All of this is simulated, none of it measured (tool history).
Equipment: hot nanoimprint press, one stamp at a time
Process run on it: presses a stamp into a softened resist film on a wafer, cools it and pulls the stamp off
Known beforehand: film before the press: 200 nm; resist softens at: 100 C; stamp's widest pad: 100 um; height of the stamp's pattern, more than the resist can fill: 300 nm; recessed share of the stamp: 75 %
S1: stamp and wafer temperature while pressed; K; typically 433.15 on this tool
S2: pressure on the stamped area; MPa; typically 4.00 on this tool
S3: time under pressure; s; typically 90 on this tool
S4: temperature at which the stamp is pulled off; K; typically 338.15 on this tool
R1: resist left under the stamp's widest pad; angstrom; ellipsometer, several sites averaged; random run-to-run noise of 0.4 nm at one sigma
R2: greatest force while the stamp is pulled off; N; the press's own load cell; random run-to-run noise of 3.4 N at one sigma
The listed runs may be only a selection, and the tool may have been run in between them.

{"run": 1, "hour": 0.0, "S1": 433.15, "S2": 4.0, "S3": 90, "S4": 338.15, "R1": 922, "R2": 211}
{"run": 2, "hour": 29.6, "S1": 433.15, "S2": 4.0, "S3": 90, "S4": 338.15, "R1": 926, "R2": 211}
{"run": 3, "hour": 56.7, "S1": 433.15, "S2": 4.0, "S3": 90, "S4": 345.15, "R1": 916, "R2": 177}
{"run": 4, "hour": 71.7, "S1": 433.15, "S2": 4.0, "S3": 90, "S4": 345.15, "R1": 916, "R2": 176}
{"run": 5, "hour": 100.7, "S1": 433.15, "S2": 4.0, "S3": 99, "S4": 338.15, "R1": 886, "R2": 218}
{"run": 6, "hour": 118.9, "S1": 433.15, "S2": 4.0, "S3": 99, "S4": 338.15, "R1": 887, "R2": 220}
{"run": 7, "hour": 141.5, "S1": 433.15, "S2": 4.0, "S3": 99, "S4": 338.15, "R1": 890, "R2": 214}
{"run": 8, "hour": 165.5, "S1": 433.15, "S2": 4.0, "S3": 90, "S4": 338.15, "R1": 906, "R2": 217}
{"run": 9, "hour": 189.9, "S1": 433.15, "S2": 4.0, "S3": 90, "S4": 338.15, "R1": 914, "R2": 210}
{"run": 10, "hour": 210.7, "S1": 433.15, "S2": 4.0, "S3": 90, "S4": 338.15, "R1": 914, "R2": 215}
{"run": 11, "hour": 237.9, "S1": 433.15, "S2": 4.0, "S3": 90, "S4": 338.15, "R1": 908, "R2": 211}
{"run": 12, "hour": 259.5, "S1": 433.15, "S2": 4.0, "S3": 90, "S4": 344.15, "R1": 905, "R2": 188}
{"run": 13, "hour": 288.8, "S1": 433.15, "S2": 4.0, "S3": 83, "S4": 344.15, "R1": 926, "R2": 186}
{"hour": 305.2, "done": "plate thermocouple calibrated"}
{"run": 14, "hour": 315.2, "S1": 433.15, "S2": 4.0, "S3": 90, "S4": 338.15, "R1": 933, "R2": 228}
{"run": 15, "hour": 348.2, "S1": 433.15, "S2": 4.0, "S3": 90, "S4": 340.15, "R1": 929, "R2": 222}
{"run": 16, "hour": 370.7, "S1": 436.15, "S2": 5.66, "S3": 64, "S4": 338.15, "R1": 771, "R2": 226}
{"run": 17, "hour": 404.7, "S1": 436.15, "S2": 5.66, "S3": 64, "S4": 338.15, "R1": 772, "R2": 231}
{"hour": 425.2, "done": "stamp cleaned and given a new release coat"}
{"run": 18, "hour": 436.8, "S1": 436.15, "S2": 5.66, "S3": 64, "S4": 338.15, "R1": 771, "R2": 160}
{"run": 19, "hour": 456.8, "S1": 433.15, "S2": 4.0, "S3": 78, "S4": 338.15, "R1": 971, "R2": 163}
{"run": 20, "hour": 472.8, "S1": 433.15, "S2": 4.0, "S3": 179, "S4": 338.15, "R1": 733, "R2": 159}
{"run": 21, "hour": 506.1, "S1": 433.15, "S2": 4.0, "S3": 179, "S4": 338.15, "R1": 739, "R2": 163}
{"run": 22, "hour": 529.1, "S1": 426.15, "S2": 2.66, "S3": 54, "S4": 328.15, "R1": 1557, "R2": 206}
{"run": 23, "hour": 553.4, "S1": 426.15, "S2": 2.66, "S3": 54, "S4": 328.15, "R1": 1554, "R2": 209}
{"run": 24, "hour": 571.9, "S1": 426.15, "S2": 3.3, "S3": 105, "S4": 341.15, "R1": 1228, "R2": 151}

For run 25, what comes out?
{"run": 25, "hour": 599.1, "S1": 433.15, "S2": 2.55, "S3": 90, "S4": 328.15, "R1": "?", "R2": "?"}

Run 25 yielded R1 1159 angstrom, R2 208 N.
Had the tool carried no hidden state, the very same run would have given R1 1173 angstrom, R2 199 N.
